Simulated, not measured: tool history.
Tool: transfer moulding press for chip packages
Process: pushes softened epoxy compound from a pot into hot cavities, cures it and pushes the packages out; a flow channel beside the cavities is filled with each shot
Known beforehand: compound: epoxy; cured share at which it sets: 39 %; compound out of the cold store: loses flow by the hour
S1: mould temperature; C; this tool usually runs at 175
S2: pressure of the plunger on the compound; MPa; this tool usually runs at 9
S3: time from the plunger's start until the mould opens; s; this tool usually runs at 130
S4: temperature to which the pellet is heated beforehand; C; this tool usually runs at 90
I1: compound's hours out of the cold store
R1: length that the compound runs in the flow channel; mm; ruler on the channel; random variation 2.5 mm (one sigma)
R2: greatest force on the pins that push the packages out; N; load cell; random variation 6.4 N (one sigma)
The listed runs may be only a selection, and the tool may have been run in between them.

Run 1, hour 0: usual settings; I1 13.7. Result: R1 892 mm, R2 340 N.
Run 2, hour 48.1: usual settings but S1 173 C; I1 10.8. Result: R1 905 mm, R2 520 N.
At hour 72.3: cavities cleaned with cleaning compound and waxed.
Run 3, hour 112.2: usual settings but S2 8.91 MPa; I1 17.9. Result: R1 868 mm, R2 412 N.
At hour 165.5: cavities cleaned with cleaning compound and waxed.
Run 4, hour 165.5: usual settings but S4 89 C; I1 21.8. Result: R1 859 mm, R2 272 N.
Run 5, hour 227.3: usual settings but S4 94 C; I1 36.5. Result: R1 820 mm, R2 449 N.
At hour 256.2: cavities cleaned with cleaning compound and waxed.
Run 6, hour 292.1: usual settings but S3 164 s; I1 31.1. Result: R1 827 mm, R2 332 N.
Run 7, hour 332.1: usual settings but S1 170 C; I1 19.7. Result: R1 868 mm, R2 655 N.
At hour 351.3: cavities cleaned with cleaning compound and waxed.
Run 8, hour 409.6: usual settings but S1 170 C; I1 35.6. Result: R1 825 mm, R2 556 N.
At hour 445.2: cavities cleaned with cleaning compound and waxed.
Run 9, hour 449.7: usual settings but S3 156 s; I1 40.7. Result: R1 795 mm, R2 250 N.
At hour 454.9: mould's thermocouples calibrated.
At hour 472.8: plunger's sealing rings changed.
Run 10, hour 519.2: usual settings but S1 182 C; I1 19.2. Result: R1 875 mm, R2 408 N.
At hour 545.6: cavities cleaned with cleaning compound and waxed.
Run 11, hour 554.7: usual settings; I1 16.3. Result: R1 898 mm, R2 311 N.
At hour 578.6: mould's thermocouples calibrated, once more.
Run 12, hour 621.5: usual settings but S3 121 s, S4 81 C; I1 11.2. Result: R1 897 mm, R2 539 N.
At hour 639.6: cavities cleaned with cleaning compound and waxed.
Run 13, hour 686.4: usual settings but S3 140 s; I1 26.1. Result: R1 859 mm, R2 353 N.
At hour 730.9: cavities cleaned with cleaning compound and waxed.
Run 14, hour 764: usual settings but S1 174 C, S2 7.87 MPa, S3 140 s, S4 94 C; I1 42.6. Result: R1 765 mm, R2 359 N.
At hour 824.1: cavities cleaned with cleaning compound and waxed.
Run 15, hour 841.4: usual settings but S1 174 C, S2 7.87 MPa, S3 140 s, S4 94 C; I1 45.3. Result: R1 756 mm, R2 307 N.
At hour 919.2: cavities cleaned with cleaning compound and waxed.
Run 16, hour 920.2: usual settings but S1 180 C, S2 7.87 MPa, S3 140 s, S4 81 C; I1 9.1. Result: R1 815 mm, R2 230 N.
Run 17, hour 962.4: usual settings but S1 180 C, S2 7.87 MPa, S3 140 s, S4 81 C; I1 34.1. Result: R1 759 mm, R2 358 N.
Run 18, hour 995.2: usual settings but S1 180 C, S2 7.87 MPa, S3 140 s, S4 81 C; I1 26.2. Result: R1 772 mm, R2 410 N.
At hour 1009.9: cavities cleaned with cleaning compound and waxed.
Run 19, hour 1061.7: usual settings but S1 169 C, S2 8.65 MPa, S3 135 s; I1 11. Result: R1 869 mm, R2 554 N.
At hour 1100.3: cavities cleaned with cleaning compound and waxed.
Run 20, hour 1141.1: usual settings but S1 169 C, S2 8.65 MPa, S3 135 s; I1 30.3. Result: R1 817 mm, R2 514 N.
At hour 1169.8: plunger's sealing rings changed.
At hour 1195.8: cavities cleaned with cleaning compound and waxed.
Run 21, hour 1204.5: usual settings but S1 176 C, S2 8.6 MPa, S3 159 s, S4 82 C; I1 8.5. Result: R1 891 mm, R2 246 N.

Forecast each of these 3 alternatives for the next run:
Run A, hour 1255.4: usual settings but S1 172 C, S2 7.59 MPa; I1 15. Result: R1 ?, R2 ?.
Run B, hour 1255.4: usual settings but S1 176 C, S2 8.6 MPa, S3 120 s, S4 93 C; I1 25.3. Result: R1 ?, R2 ?.
Run C, hour 1255.4: usual settings but S4 89 C; I1 39.7. Result: R1 ?, R2 ?.

run   R1   R2
  A  834  529
  B  845  473
  C  834  450
With no hidden state in the tool, these same runs would have given:
run   R1   R2
  A  839  291
  B  850  268
  C  839  257

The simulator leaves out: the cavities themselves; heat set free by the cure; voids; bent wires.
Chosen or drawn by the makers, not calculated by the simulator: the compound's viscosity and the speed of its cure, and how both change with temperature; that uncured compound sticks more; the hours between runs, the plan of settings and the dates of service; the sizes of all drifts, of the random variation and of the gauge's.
